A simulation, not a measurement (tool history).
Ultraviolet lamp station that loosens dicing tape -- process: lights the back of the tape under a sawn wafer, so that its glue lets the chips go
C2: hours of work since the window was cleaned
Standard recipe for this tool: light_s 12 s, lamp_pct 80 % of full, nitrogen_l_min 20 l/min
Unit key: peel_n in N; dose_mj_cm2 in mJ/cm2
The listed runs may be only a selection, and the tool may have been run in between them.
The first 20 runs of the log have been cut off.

Run 21, hour 482.3: usual settings but light_s 15 s, lamp_pct 61 % of full, nitrogen_l_min 10 l/min; hours of work of the lamp 451; C2 255. Result: peel_n 2.039 N, dose_mj_cm2 285 mJ/cm2.
Run 22, hour 510.4: usual settings but light_s 21 s, lamp_pct 94 % of full; hours of work of the lamp 469; C2 273. Result: peel_n 0.243 N, dose_mj_cm2 606 mJ/cm2.
Run 23, hour 536.4: usual settings but light_s 10 s, nitrogen_l_min 23 l/min; hours of work of the lamp 485; C2 289. Result: peel_n 1.844 N, dose_mj_cm2 247 mJ/cm2.
Run 24, hour 555.7: usual settings but light_s 16 s; hours of work of the lamp 497; C2 301. Result: peel_n 0.782 N, dose_mj_cm2 387 mJ/cm2.
Run 25, hour 573.3: usual settings but light_s 13 s, lamp_pct 84 % of full, nitrogen_l_min 14 l/min; hours of work of the lamp 509; C2 312. Result: peel_n 1.413 N, dose_mj_cm2 327 mJ/cm2.
Run 26, hour 602.6: usual settings but lamp_pct 68 % of full, nitrogen_l_min 17 l/min; hours of work of the lamp 527; C2 331. Result: peel_n 2.049 N, dose_mj_cm2 243 mJ/cm2.
Run 27, hour 635.4: usual settings but light_s 10 s, lamp_pct 86 % of full, nitrogen_l_min 17 l/min; hours of work of the lamp 548; C2 352. Result: peel_n 1.961 N, dose_mj_cm2 251 mJ/cm2.
Run 28, hour 662.7: usual settings but light_s 16 s; hours of work of the lamp 565; C2 369. Result: peel_n 0.869 N, dose_mj_cm2 374 mJ/cm2.
Run 29, hour 688.2: usual settings but light_s 16 s, lamp_pct 74 % of full; hours of work of the lamp 581; C2 385. Result: peel_n 1.020 N, dose_mj_cm2 341 mJ/cm2.
Run 30, hour 713.0: usual settings but light_s 20 s, lamp_pct 89 % of full, nitrogen_l_min 9 l/min; hours of work of the lamp 597; C2 401. Result: peel_n 0.699 N, dose_mj_cm2 506 mJ/cm2.
Run 31, hour 734.6: usual settings but light_s 22 s; hours of work of the lamp 611; C2 414. Result: peel_n 0.403 N, dose_mj_cm2 496 mJ/cm2.
Run 32, hour 775.3: usual settings but light_s 16 s, lamp_pct 79 % of full; hours of work of the lamp 636; C2 440. Result: peel_n 0.965 N, dose_mj_cm2 349 mJ/cm2.

Alternative continuations, all from the tool just after run 32; predict every row:
Run A, hour 804.5: usual settings but light_s 11 s, nitrogen_l_min 10 l/min; hours of work of the lamp 655; C2 459. Result: peel_n ?, dose_mj_cm2 ?.
Run B, hour 804.5: usual settings but light_s 17 s, lamp_pct 78 % of full, nitrogen_l_min 36 l/min; hours of work of the lamp 655; C2 459. Result: peel_n ?, dose_mj_cm2 ?.
Run C, hour 804.5: usual settings but light_s 11 s, lamp_pct 96 % of full, nitrogen_l_min 18 l/min; hours of work of the lamp 655; C2 459. Result: peel_n ?, dose_mj_cm2 ?.
Run D, hour 804.5: usual settings but light_s 14 s, lamp_pct 66 % of full; hours of work of the lamp 655; C2 459. Result: peel_n ?, dose_mj_cm2 ?.

run  peel_n  dose_mj_cm2
  A   2.657          239
  B   0.656          367
  C   1.463          294
  D   1.838          260
Take away the tool's hidden state, keep each run's random variation, and the runs would have read:
run  peel_n  dose_mj_cm2
  A   1.685          324
  B   0.301          495
  C   0.789          396
  D   1.043          350

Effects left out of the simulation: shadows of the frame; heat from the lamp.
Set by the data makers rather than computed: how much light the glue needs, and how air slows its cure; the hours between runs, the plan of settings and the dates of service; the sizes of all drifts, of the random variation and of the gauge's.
